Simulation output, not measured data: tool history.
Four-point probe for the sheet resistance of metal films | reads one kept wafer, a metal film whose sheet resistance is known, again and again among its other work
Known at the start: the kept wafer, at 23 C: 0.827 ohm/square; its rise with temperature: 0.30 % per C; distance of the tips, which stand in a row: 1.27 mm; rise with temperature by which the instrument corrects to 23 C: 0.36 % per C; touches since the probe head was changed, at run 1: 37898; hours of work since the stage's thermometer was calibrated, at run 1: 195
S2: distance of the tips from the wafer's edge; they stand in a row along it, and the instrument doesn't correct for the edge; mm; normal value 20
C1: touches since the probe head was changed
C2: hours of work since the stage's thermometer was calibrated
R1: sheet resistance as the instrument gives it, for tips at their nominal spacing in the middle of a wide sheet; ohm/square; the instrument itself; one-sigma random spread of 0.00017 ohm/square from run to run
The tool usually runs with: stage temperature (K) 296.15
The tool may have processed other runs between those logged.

run 1 hour=0.0 | stage_temperature_(K)=296.15 S2=20 | C1=37898 C2=195 | R1=0.818923
run 2 hour=20.8 | stage_temperature_(K)=296.15 S2=20 | C1=39200 C2=211 | R1=0.818755
run 3 hour=48.2 | stage_temperature_(K)=296.15 S2=20 | C1=40914 C2=232 | R1=0.818586
run 4 hour=82.9 | stage_temperature_(K)=296.15 S2=20 | C1=43079 C2=258 | R1=0.818365
run 5 hour=115.6 | stage_temperature_(K)=296.15 S2=20 | C1=45128 C2=282 | R1=0.818213
run 6 hour=136.5 | stage_temperature_(K)=307.15 S2=20 | C1=46436 C2=298 | R1=0.812534
run 7 hour=178.2 | stage_temperature_(K)=307.15 S2=20 | C1=49039 C2=329 | R1=0.812551
run 8 hour=208.7 | stage_temperature_(K)=307.15 S2=20 | C1=50948 C2=352 | R1=0.812240
run 9 hour=230.9 | stage_temperature_(K)=307.15 S2=20 | C1=52334 C2=369 | R1=0.811980
run 10 hour=254.1 | stage_temperature_(K)=307.15 S2=20 | C1=53784 C2=386 | R1=0.811629
run 11 hour=291.9 | stage_temperature_(K)=302.15 S2=20 | C1=56149 C2=415 | R1=0.813654
run 12 hour=322.2 | stage_temperature_(K)=291.15 S2=57 | C1=58040 C2=438 | R1=0.816833
run 13 hour=344.2 | stage_temperature_(K)=295.15 S2=28 | C1=59420 C2=454 | R1=0.815577
run 14 hour=375.3 | stage_temperature_(K)=300.15 S2=28 | C1=61364 C2=478 | R1=0.812678
run 15 hour=416.4 | stage_temperature_(K)=307.15 S2=69 | C1=63936 C2=509 | R1=0.808514
run 16 hour=434.5 | stage_temperature_(K)=292.15 S2=33 | C1=65064 C2=522 | R1=0.815373
run 17 hour=465.8 | stage_temperature_(K)=292.15 S2=33 | C1=67021 C2=546 | R1=0.815407
run 18 hour=502.9 | stage_temperature_(K)=299.15 S2=20 | C1=69339 C2=574 | R1=0.812764
-- hour=507.9 new probe head fitted
run 19 hour=537.2 | stage_temperature_(K)=301.15 S2=27 | C1=1835 C2=599 | R1=0.826653
run 20 hour=573.6 | stage_temperature_(K)=301.15 S2=27 | C1=4111 C2=626 | R1=0.826614
run 21 hour=610.4 | stage_temperature_(K)=297.15 S2=20 | C1=6413 C2=654 | R1=0.829078
run 22 hour=639.5 | stage_temperature_(K)=297.15 S2=20 | C1=8228 C2=676 | R1=0.828405

Here are 5 independent what-if runs from the current tool condition. What would each one return?
run A hour=674.2 | stage_temperature_(K)=296.15 S2=10 | C1=10400 C2=702 | R1=?
run B hour=674.2 | stage_temperature_(K)=297.15 S2=36 | C1=10400 C2=702 | R1=?
run C hour=674.2 | stage_temperature_(K)=296.15 S2=4 | C1=10400 C2=702 | R1=?
run D hour=674.2 | stage_temperature_(K)=297.15 S2=4 | C1=10400 C2=702 | R1=?
run E hour=674.2 | stage_temperature_(K)=303.15 S2=12 | C1=10400 C2=702 | R1=?

run=A R1=0.833975
run=B R1=0.826774
run=C R1=0.868979
run=D R1=0.868906
run=E R1=0.828503
Without the tool's hidden state the same runs would have given:
run=A R1=0.834145
run=B R1=0.826940
run=C R1=0.869158
run=D R1=0.869083
run=E R1=0.828658

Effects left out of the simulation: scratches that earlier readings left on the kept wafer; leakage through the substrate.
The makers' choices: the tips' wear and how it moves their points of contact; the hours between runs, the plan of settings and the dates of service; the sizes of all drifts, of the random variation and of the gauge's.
